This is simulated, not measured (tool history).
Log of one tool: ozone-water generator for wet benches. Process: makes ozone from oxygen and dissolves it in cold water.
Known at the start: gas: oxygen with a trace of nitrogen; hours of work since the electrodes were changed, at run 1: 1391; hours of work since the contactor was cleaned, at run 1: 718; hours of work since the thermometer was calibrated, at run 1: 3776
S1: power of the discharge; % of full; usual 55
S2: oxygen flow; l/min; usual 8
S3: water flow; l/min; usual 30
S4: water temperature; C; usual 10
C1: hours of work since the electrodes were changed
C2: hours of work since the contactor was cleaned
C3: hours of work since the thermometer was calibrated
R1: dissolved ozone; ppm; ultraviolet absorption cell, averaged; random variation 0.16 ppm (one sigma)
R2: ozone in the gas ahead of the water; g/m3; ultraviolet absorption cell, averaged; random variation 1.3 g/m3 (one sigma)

run,hour,S1,S2,S3,S4,C1,C2,C3,R1,R2
1,0,55,8,30,10,1391,718,3776,19.7,219
2,62.5,55,8,30,10,1446,773,3832,19.4,218.6
3,189.7,55,8,30,10,1559,886,3944,19.2,218.6
4,324.9,55,8,30,10,1678,1005,4064,19.2,216.6
5,462.8,55,8,30,13,1800,1127,4185,18.4,214.2
6,599.6,55,8,30,10,1921,1248,4306,18.9,213.4
7,729.5,99,8,30,10,2036,1363,4421,24.6,286
8,875.3,99,8,30,10,2165,1491,4550,24.8,281.9
9,1008.9,66,8,30,10,2283,1610,4668,20.3,227.7
10,1108,66,8,30,10,2370,1697,4756,20.2,229.7
11,1194.5,55,8,30,10,2447,1774,4832,18.4,211.6
12,1305,55,8,30,10,2544,1871,4930,18.2,211.2
13,1375.4,55,8,30,10,2606,1933,4992,18.2,210.6
14,1523.5,55,8,30,10,2737,2064,5123,18.1,208.5
15,1641.2,55,8,30,10,2841,2168,5227,18.1,208.3
16,1728.7,55,8,30,10,2919,2246,5304,18.1,207.2
# hour 1756.8: water thermometer calibrated
17,1843.3,55,8.65,21,7,3020,2347,76,24.7,200.4
18,1978.1,55,8.65,21,7,3139,2466,196,24.6,199.8
19,2064.1,55,8.65,21,7,3215,2542,272,24.3,199
20,2195.4,55,6.86,21,7,3331,2658,388,23.4,216.8
21,2293.4,67,8.54,21,15,3417,2744,474,23.1,216
22,2372.8,67,8.54,21,15,3488,2815,544,23.4,213.6
23,2450.3,40,11.96,30,7,3556,2883,613,16.6,147.3
24,2571.9,40,11.96,30,7,3663,2990,720,16.4,146
25,2687.1,40,11.96,30,7,3765,3092,822,16,145.1
26,2754.2,98,13.79,33,13,3825,3152,881,21.1,204.3
27,2872.1,98,13.79,33,13,3929,3256,986,20.7,203.1
28,2946,98,13.79,33,13,3994,3321,1051,20.6,204.1
29,3080.8,98,13.79,33,13,4113,3440,1170,20.6,203
30,3221.9,98,7.65,40,12,4238,3565,1295,15.9,254.9
31,3377.1,55,4.71,25,16,4375,3702,1432,15.8,242
32,3448.3,62,12.27,29,9,4438,3765,1495,18.9,169.8

The same runs without the tool's hidden state, with the same run-to-run variation:
The hidden state here: yield of the discharge, % of new electrodes'; contactor's efficiency, % of a clean one's; true water temperature over the reading, C; drift of the gauge itself on ozone_ppm, %; drift of the gauge itself on gas_g_m3, %.
run,R1,R2
1,21,229.5
2,20.8,229.6
3,20.7,230.7
4,20.9,229.6
5,20.1,228.3
6,20.7,228.4
7,28,315.3
8,28.4,312.9
9,22.9,249.5
10,23,252.8
11,20.8,231.4
12,20.7,231.9
13,20.8,231.8
14,20.9,230.7
15,21,231.5
16,21,231
17,28.7,224.4
18,28.8,224.8
19,28.6,224.7
20,27.7,246
21,27.8,249.6
22,28.4,247.9
23,19.5,164.8
24,19.4,164
25,19,163.6
26,27,248.2
27,26.7,248.4
28,26.8,250.5
29,27,250.6
30,21.1,317.2
31,20,287.5
32,24.3,204.7
